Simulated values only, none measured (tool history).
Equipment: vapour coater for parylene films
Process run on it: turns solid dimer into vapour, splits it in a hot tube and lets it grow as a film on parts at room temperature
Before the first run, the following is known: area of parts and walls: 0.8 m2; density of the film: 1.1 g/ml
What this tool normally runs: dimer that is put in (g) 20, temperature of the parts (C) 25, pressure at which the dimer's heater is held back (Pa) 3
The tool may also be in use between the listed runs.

run,hour,dimer that is put in (g),temperature of the parts (C),pressure at which the dimer's heater is held back (Pa),thickness of the film (nm)
1,0,20,25,3,13810
2,59,20,25,3,13910
3,118,20,25,3,13960
4,151.7,20,25,3,13670
5,184,10,25,3,6800
6,238.7,10,25,3,6710
7,304.3,10,25,3,6750
# hour 324: trap's valve overhauled
8,360.5,10,25,3,6570
9,419.1,10,25,3,6670
10,479.4,11,25,3,7140
# hour 544.8: trap's valve overhauled, once more
11,559.1,11,25,3,8180
12,629.2,11,19,3,9840
13,685.5,11,19,3,9700
14,758.2,20,25,3,14420
15,790,11,25,3,7930
16,862.7,20,25,10.83,11820
17,896.2,20,25,10.83,11690
18,934.3,20,25,10.83,11590
19,972.9,20,25,10.83,11510
20,1040.4,20,25,10.83,11330
21,1073.9,20,37,3,9460
22,1141.9,20,25,3,13930
23,1201.6,20,25,7.6,11920
24,1259,20,25,7.6,11810
25,1311.6,20,25,7.6,11800
26,1378.7,14,18,2.42,12580
27,1437.8,9,31,9.55,4160
28,1489.7,9,17,2.1,8320
29,1543.3,9,17,2.1,8370
# hour 1602.7: trap's valve overhauled
30,1613.6,9,17,2.1,8990
31,1681.8,11,19,4.7,8980
32,1740.1,11,19,4.7,8710
33,1775.1,11,19,4.7,8830
34,1825.8,30,19,4.7,24100
35,1860,30,19,4.7,24320
36,1890.3,27,25,4.9,17730
37,1950.7,22,19,6.55,16510
38,1998.7,32,18,3,28460
39,2050.6,19,33,2.24,10550
40,2115.2,20,22,7.21,13460
41,2188.2,20,22,7.21,13210
42,2233.2,20,25,7.21,12020
43,2296.1,20,36,3,9370
44,2346.3,12,36,8.92,4840
45,2382.4,12,36,8.92,4850
# hour 2442: table's thermometer calibrated
46,2451.5,20,18,8.63,15390
47,2520.5,25,24,2.69,18340
48,2571.4,25,24,2.69,18330

Consider 3 possible next runs. They are alternatives, not a sequence: every one starts from the tool as it was left by run 48. What does each give?
A,2620.3,13,25,3,?
B,2620.3,10,20,4.9,?
C,2620.3,25,18,5.71,?

run,thickness of the film (nm)
A,9080
B,7750
C,20200
What these runs would have given with no unlogged condition in the tool:
run,thickness of the film (nm)
A,9790
B,8350
C,21790

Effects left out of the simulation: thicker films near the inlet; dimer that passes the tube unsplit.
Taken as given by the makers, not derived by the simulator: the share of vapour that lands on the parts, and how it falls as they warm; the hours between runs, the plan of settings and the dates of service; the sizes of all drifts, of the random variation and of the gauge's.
